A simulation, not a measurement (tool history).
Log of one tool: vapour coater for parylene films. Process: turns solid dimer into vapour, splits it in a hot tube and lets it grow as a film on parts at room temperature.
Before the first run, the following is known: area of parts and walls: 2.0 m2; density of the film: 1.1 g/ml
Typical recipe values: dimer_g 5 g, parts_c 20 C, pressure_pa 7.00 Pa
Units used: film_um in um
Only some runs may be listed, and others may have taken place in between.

Run 1, hour 0.0: usual settings. Result: film_um 1.39 um.
Run 2, hour 61.2: usual settings but pressure_pa 11.72 Pa. Result: film_um 1.31 um.
Run 3, hour 140.7: usual settings but parts_c 23 C. Result: film_um 1.25 um.
Run 4, hour 224.3: usual settings but parts_c 22 C. Result: film_um 1.32 um.
Run 5, hour 268.9: usual settings but dimer_g 6 g. Result: film_um 1.67 um.
Run 6, hour 328.9: usual settings but dimer_g 6 g. Result: film_um 1.66 um.
At hour 343.2: trap's valve overhauled.
Run 7, hour 389.1: usual settings but dimer_g 6 g. Result: film_um 1.70 um.
Run 8, hour 470.4: usual settings but dimer_g 6 g. Result: film_um 1.67 um.
Run 9, hour 538.4: usual settings. Result: film_um 1.41 um.
Run 10, hour 607.1: usual settings. Result: film_um 1.40 um.
Run 11, hour 675.4: usual settings. Result: film_um 1.40 um.
Run 12, hour 718.1: usual settings. Result: film_um 1.38 um.
Run 13, hour 770.8: usual settings. Result: film_um 1.37 um.
Run 14, hour 857.7: usual settings but dimer_g 3 g. Result: film_um 0.84 um.
At hour 886.1: trap's valve overhauled.
Run 15, hour 907.0: usual settings but dimer_g 3 g. Result: film_um 0.85 um.
Run 16, hour 946.7: usual settings but dimer_g 2 g, parts_c 13 C, pressure_pa 2.26 Pa. Result: film_um 0.78 um.
Run 17, hour 1034.1: usual settings but dimer_g 8 g, parts_c 13 C, pressure_pa 3.52 Pa. Result: film_um 2.95 um.
Run 18, hour 1096.3: usual settings but dimer_g 8 g, parts_c 28 C, pressure_pa 3.52 Pa. Result: film_um 1.88 um.
Run 19, hour 1163.2: usual settings but dimer_g 2 g, parts_c 28 C, pressure_pa 11.22 Pa. Result: film_um 0.42 um.
Run 20, hour 1223.8: usual settings but dimer_g 2 g, parts_c 26 C. Result: film_um 0.47 um.
Run 21, hour 1295.2: usual settings but dimer_g 2 g, parts_c 26 C. Result: film_um 0.47 um.
Run 22, hour 1370.3: usual settings but dimer_g 2 g, parts_c 18 C. Result: film_um 0.58 um.
At hour 1432.3: trap's valve overhauled.
Run 23, hour 1448.1: usual settings but parts_c 27 C, pressure_pa 6.31 Pa. Result: film_um 1.13 um.
Run 24, hour 1486.9: usual settings but dimer_g 2 g, parts_c 28 C, pressure_pa 3.43 Pa. Result: film_um 0.47 um.
Run 25, hour 1548.2: usual settings but parts_c 12 C, pressure_pa 6.00 Pa. Result: film_um 1.82 um.
Run 26, hour 1617.2: usual settings but pressure_pa 11.12 Pa. Result: film_um 1.32 um.
Run 27, hour 1678.8: usual settings but pressure_pa 11.12 Pa. Result: film_um 1.31 um.
Run 28, hour 1720.6: usual settings but dimer_g 8 g, pressure_pa 3.29 Pa. Result: film_um 2.40 um.
Run 29, hour 1797.8: usual settings but dimer_g 7 g, parts_c 30 C, pressure_pa 3.54 Pa. Result: film_um 1.53 um.

5 ways to go on from here, each from the tool as it stands after run 29. What would each give?
Run A, hour 1840.5: usual settings. Result: film_um ?.
Run B, hour 1840.5: usual settings but parts_c 31 C. Result: film_um ?.
Run C, hour 1840.5: usual settings but pressure_pa 6.54 Pa. Result: film_um ?.
Run D, hour 1840.5: usual settings but dimer_g 7 g, parts_c 18 C, pressure_pa 9.12 Pa. Result: film_um ?.
Run E, hour 1840.5: usual settings but dimer_g 3 g, parts_c 21 C, pressure_pa 6.12 Pa. Result: film_um ?.

run  film_um
  A     1.42
  B     0.99
  C     1.40
  D     2.03
  E     0.82
Take away the tool's hidden state, keep each run's random variation, and the runs would have read:
run  film_um
  A     1.42
  B     1.00
  C     1.40
  D     2.03
  E     0.83

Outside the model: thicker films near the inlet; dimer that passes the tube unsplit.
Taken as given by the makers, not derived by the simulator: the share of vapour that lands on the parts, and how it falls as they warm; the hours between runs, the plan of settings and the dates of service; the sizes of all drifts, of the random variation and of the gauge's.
